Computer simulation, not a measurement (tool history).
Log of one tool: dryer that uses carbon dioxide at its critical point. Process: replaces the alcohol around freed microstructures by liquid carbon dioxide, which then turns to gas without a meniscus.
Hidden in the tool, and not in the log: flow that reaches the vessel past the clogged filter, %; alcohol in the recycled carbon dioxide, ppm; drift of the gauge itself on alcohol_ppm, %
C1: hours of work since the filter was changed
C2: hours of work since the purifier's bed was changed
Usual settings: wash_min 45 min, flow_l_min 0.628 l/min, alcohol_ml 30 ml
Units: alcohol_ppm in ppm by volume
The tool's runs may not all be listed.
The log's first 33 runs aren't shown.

-- hour=1416.1 inlet filter changed
run 34 hour=1434.2 | wash_min=70 flow_l_min=0.923 alcohol_ml=38 | C1=12 C2=190 | alcohol_ppm=28
run 35 hour=1496.1 | wash_min=70 flow_l_min=0.923 alcohol_ml=38 | C1=54 C2=232 | alcohol_ppm=32
run 36 hour=1538.0 | wash_min=69 flow_l_min=0.638 alcohol_ml=30 | C1=83 C2=260 | alcohol_ppm=39
run 37 hour=1570.8 | wash_min=30 flow_l_min=0.870 alcohol_ml=64 | C1=105 C2=283 | alcohol_ppm=255
run 38 hour=1635.6 | wash_min=30 flow_l_min=0.870 alcohol_ml=64 | C1=149 C2=327 | alcohol_ppm=275
-- hour=1659.1 inlet filter changed
run 39 hour=1675.8 | wash_min=59 flow_l_min=0.497 alcohol_ml=23 | C1=11 C2=353 | alcohol_ppm=74
run 40 hour=1730.1 | wash_min=59 flow_l_min=0.497 alcohol_ml=23 | C1=48 C2=390 | alcohol_ppm=80
run 41 hour=1789.2 | wash_min=32 flow_l_min=0.493 alcohol_ml=30 | C1=89 C2=430 | alcohol_ppm=598
run 42 hour=1835.5 | wash_min=32 flow_l_min=0.493 alcohol_ml=30 | C1=120 C2=462 | alcohol_ppm=614
run 43 hour=1885.3 | wash_min=32 flow_l_min=0.634 alcohol_ml=30 | C1=154 C2=496 | alcohol_ppm=342
-- hour=1900.0 inlet filter changed
run 44 hour=1932.9 | wash_min=61 flow_l_min=0.499 alcohol_ml=30 | C1=22 C2=528 | alcohol_ppm=94
run 45 hour=1991.6 | wash_min=45 flow_l_min=0.628 alcohol_ml=37 | C1=62 C2=568 | alcohol_ppm=149
run 46 hour=2018.0 | wash_min=45 flow_l_min=0.628 alcohol_ml=37 | C1=80 C2=586 | alcohol_ppm=141
run 47 hour=2066.0 | wash_min=38 flow_l_min=0.760 alcohol_ml=107 | C1=113 C2=618 | alcohol_ppm=309

Forecast each of these 3 alternatives for the next run:
run A hour=2093.5 | wash_min=47 flow_l_min=0.708 alcohol_ml=107 | C1=132 C2=637 | alcohol_ppm=?
run B hour=2093.5 | wash_min=67 flow_l_min=0.384 alcohol_ml=114 | C1=132 C2=637 | alcohol_ppm=?
run C hour=2093.5 | wash_min=45 flow_l_min=0.673 alcohol_ml=30 | C1=132 C2=637 | alcohol_ppm=?

run=A alcohol_ppm=193
run=B alcohol_ppm=510
run=C alcohol_ppm=126
Without the tool's hidden state the same runs would have given:
run=A alcohol_ppm=82
run=B alcohol_ppm=303
run=C alcohol_ppm=40
